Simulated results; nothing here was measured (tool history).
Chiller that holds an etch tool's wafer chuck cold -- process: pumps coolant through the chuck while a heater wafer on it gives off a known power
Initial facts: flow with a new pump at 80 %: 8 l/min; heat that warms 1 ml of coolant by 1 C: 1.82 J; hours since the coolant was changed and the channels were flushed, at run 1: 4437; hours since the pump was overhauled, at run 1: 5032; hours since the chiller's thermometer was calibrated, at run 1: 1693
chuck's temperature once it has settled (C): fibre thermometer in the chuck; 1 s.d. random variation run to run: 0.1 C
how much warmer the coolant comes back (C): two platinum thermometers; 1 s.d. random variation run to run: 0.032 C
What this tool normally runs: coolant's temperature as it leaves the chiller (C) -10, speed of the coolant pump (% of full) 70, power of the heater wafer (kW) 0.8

run      day  coolant's temperature as it leaves the chiller (C)  speed of the coolant pump (% of full)  power of the heater wafer (kW)  hours since the coolant was changed and the channels were flushed  hours since the pump was overhauled  hours since the chiller's thermometer was calibrated  chuck's temperature once it has settled (C)  how much warmer the coolant comes back (C)
  1        0                                                 -10                                     70                             0.8                                                               4437                                 5032                                                  1693                                          2.9                                        4.32
  2    2.971                                                 -10                                     62                             0.8                                                               4509                                 5103                                                  1764                                          4.2                                        4.85
  3        6                                                 -10                                     62                             0.8                                                               4581                                 5176                                                  1837                                          4.1                                        4.85
  4   11.817                                                 -10                                     89                             0.8                                                               4721                                 5315                                                  1976                                          1.1                                         3.4
  5   16.221                                                 -10                                     89                             0.8                                                               4826                                 5421                                                  2082                                          1.1                                        3.39
  6   20.425                                                 -10                                     70                             0.8                                                               4927                                 5522                                                  2183                                          3.3                                         4.4
  7   23.196                                                 -15                                     70                             0.8                                                               4994                                 5588                                                  2249                                         -1.7                                        4.39
  8   27.742                                                 -10                                     78                             0.8                                                               5103                                 5697                                                  2358                                          2.4                                        3.91
  9   33.325                                                 -10                                     78                             0.8                                                               5237                                 5831                                                  2492                                          2.6                                        3.94
 10   39.033                                                 -10                                     78                           0.495                                                               5374                                 5968                                                  2629                                         -1.9                                         2.4
 11   45.192                                                 -16                                     70                             0.8                                                               5522                                 6116                                                  2777                                         -2.2                                         4.4
 12   51.058                                                 -16                                     70                             0.8                                                               5663                                 6257                                                  2918                                           -2                                        4.49
 13   55.483                                                 -16                                     70                             0.8                                                               5769                                 6363                                                  3024                                         -2.1                                        4.46
 14   60.258                                                 -16                                     82                             0.8                                                               5883                                 6478                                                  3139                                         -3.5                                        3.75
 15   66.433                                                 -16                                     82                             0.8                                                               6032                                 6626                                                  3287                                         -3.3                                        3.77
 16    70.55                                                 -16                                     82                             0.8                                                               6130                                 6725                                                  3386                                         -3.1                                        3.72
 17   74.542                                                 -14                                     82                             0.8                                                               6226                                 6820                                                  3482                                         -1.2                                        3.76
 18   77.354                                                 -14                                     70                           0.834                                                               6294                                 6888                                                  3549                                          1.1                                        4.68
 19   83.471                                                 -14                                     70                           0.834                                                               6440                                 7035                                                  3696                                          1.1                                         4.7
 20   87.946                                                  -1                                     70                           0.545                                                               6548                                 7142                                                  3803                                          9.1                                        3.11
      88.629  -- coolant pump overhauled
 21   94.554                                                 -10                                     75                             0.8                                                               6701                                  142                                                  3957                                          2.6                                        3.55
 22   99.238                                                 -10                                     98                           0.929                                                               6814                                  255                                                  4069                                          2.1                                        3.06
 23  105.021                                                 -10                                     70                           0.442                                                               6953                                  393                                                  4208                                         -2.5                                        2.12
 24    108.2                                                 -10                                     70                           0.813                                                               7029                                  470                                                  4284                                          3.5                                        3.94
 25  112.458                                                 -10                                     70                           0.813                                                               7131                                  572                                                  4387                                          3.6                                        3.92
 26  119.054                                                 -10                                     70                           0.813                                                               7289                                  730                                                  4545                                          3.8                                        3.95
 27  122.933                                                 -10                                     70                           0.813                                                               7383                                  823                                                  4638                                          3.8                                         3.9
 28  125.988                                                  -8                                     96                           1.147                                                               7456                                  897                                                  4711                                          7.4                                        3.94
 29  130.962                                                  -8                                     96                           1.147                                                               7575                                 1016                                                  4831                                          7.8                                        4.01
     134.783  -- coolant changed, channels flushed
 30  135.979                                                 -19                                     93                            0.48                                                                 29                                 1130                                                  4945                                          -13                                         1.7
 31  142.067                                                  -7                                     97                           0.672                                                                175                                 1276                                                  5091                                          0.8                                        2.33

Hidden state or all else? Some run-to-run changes of chuck's temperature once it has settled (C), split into what the settings, what came in and random variation would give without the hidden state, and what is left for the hidden state (with any gauge scatter that isn't in both results):
Unlogged tool condition in this case: heat passed by the chuck's channels, % of clean ones'; flow at a given pump speed, % of a new pump's; coolant's true temperature over the reading, C; drift of the gauge itself on chuck_c, C; drift of the gauge itself on warmer_back_c, C.
Run 10 -> 11: coolant's temperature as it leaves the chiller (C) -10 -> -16, speed of the coolant pump (% of full) 78 -> 70, power of the heater wafer (kW) 0.495 -> 0.8. chuck's temperature once it has settled (C) -0.3: hidden state +1.4, all else -1.7.
Run 19 -> 20: coolant's temperature as it leaves the chiller (C) -14 -> -1, power of the heater wafer (kW) 0.834 -> 0.545. chuck's temperature once it has settled (C) +8: hidden state -1.3, all else +9.3.
Run 29 -> 30: coolant's temperature as it leaves the chiller (C) -8 -> -19, speed of the coolant pump (% of full) 96 -> 93, power of the heater wafer (kW) 1.147 -> 0.48, coolant changed, channels flushed. chuck's temperature once it has settled (C) -20.8: hidden state -3.2, all else -17.6.
Run 30 -> 31: coolant's temperature as it leaves the chiller (C) -19 -> -7, speed of the coolant pump (% of full) 93 -> 97, power of the heater wafer (kW) 0.48 -> 0.672. chuck's temperature once it has settled (C) +13.8: hidden state +0, all else +13.8.
